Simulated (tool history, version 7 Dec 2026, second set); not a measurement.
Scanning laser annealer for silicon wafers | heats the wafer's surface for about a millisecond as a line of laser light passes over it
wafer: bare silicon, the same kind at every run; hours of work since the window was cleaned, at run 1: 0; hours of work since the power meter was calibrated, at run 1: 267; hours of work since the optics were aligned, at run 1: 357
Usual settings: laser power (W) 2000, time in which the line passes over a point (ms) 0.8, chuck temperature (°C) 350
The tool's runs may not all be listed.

run    hour  laser power (W)  time in which the line passes over a point (ms)  chuck temperature (°C)  hours of work since the window was cleaned  hours of work since the power meter was calibrated  hours of work since the optics were aligned  highest temperature of the surface (°C)
  1       0             2000                                              0.8                     350                                           0                                                 267                                          357                                     1043
  2    49.8             2000                                              0.8                     350                                          37                                                 304                                          394                                     1039
  3   117.9             2000                                            0.939                     350                                          88                                                 355                                          445                                     1101
  4   193.7             2000                                            0.939                     350                                         145                                                 412                                          502                                     1094
  5   269.1             1754                                              0.8                     350                                         201                                                 468                                          558                                      933
  6   321.7             1754                                              0.8                     350                                         241                                                 508                                          597                                      931
  7   411.3             1754                                              0.8                     350                                         308                                                 575                                          664                                      928
  8     461             1754                                              0.8                     350                                         345                                                 612                                          701                                      923
      475.1  -- window over the wafer cleaned
  9   539.5             1754                                              0.8                     350                                          48                                                 669                                          759                                      941
 10   601.7             2000                                              0.8                     350                                          95                                                 716                                          805                                     1035
 11   660.3             2000                                              0.8                     350                                         139                                                 759                                          849                                     1034
      718.9  -- optics aligned, line set to its width
 12   718.9             2073                                            0.583                     369                                         179                                                 800                                            0                                      974
 13   778.3             2073                                            0.638                     384                                         223                                                 844                                           44                                     1014
 14   815.1             2073                                            0.638                     384                                         251                                                 871                                           72                                     1009
 15   892.4             1728                                            0.857                     358                                         308                                                 929                                          130                                      952
 16     939             1760                                             0.77                     350                                         343                                                 964                                          165                                      919
      955.2  -- window over the wafer cleaned
 17  1003.2             1964                                            0.568                     373                                          36                                                1011                                          211                                      943
 18  1052.5             2145                                              0.8                     350                                          73                                                1047                                          248                                     1102
 19  1115.4             1706                                             0.62                     350                                         120                                                1095                                          295                                      855
 20  1170.6             1916                                            0.756                     350                                         161                                                1136                                          336                                      984

5 ways to go on from here, each from the tool as it stands after run 20. What would each give?
  A  1232.2             2066                                            0.764                     329                                         207                                                1182                                          382                                        ?
  B  1232.2             2175                                             0.65                     351                                         207                                                1182                                          382                                        ?
  C  1232.2             1916                                            0.756                     388                                         207                                                1182                                          382                                        ?
  D  1232.2             1890                                            0.765                     359                                         207                                                1182                                          382                                        ?
  E  1232.2             2055                                            0.657                     328                                         207                                                1182                                          382                                        ?

run  highest temperature of the surface (°C)
  A                                     1022
  B                                     1024
  C                                     1021
  D                                      986
  E                                      962
Without the tool's hidden state the same runs would have given:
run  highest temperature of the surface (°C)
  A                                     1038
  B                                     1040
  C                                     1036
  D                                     1001
  E                                      977
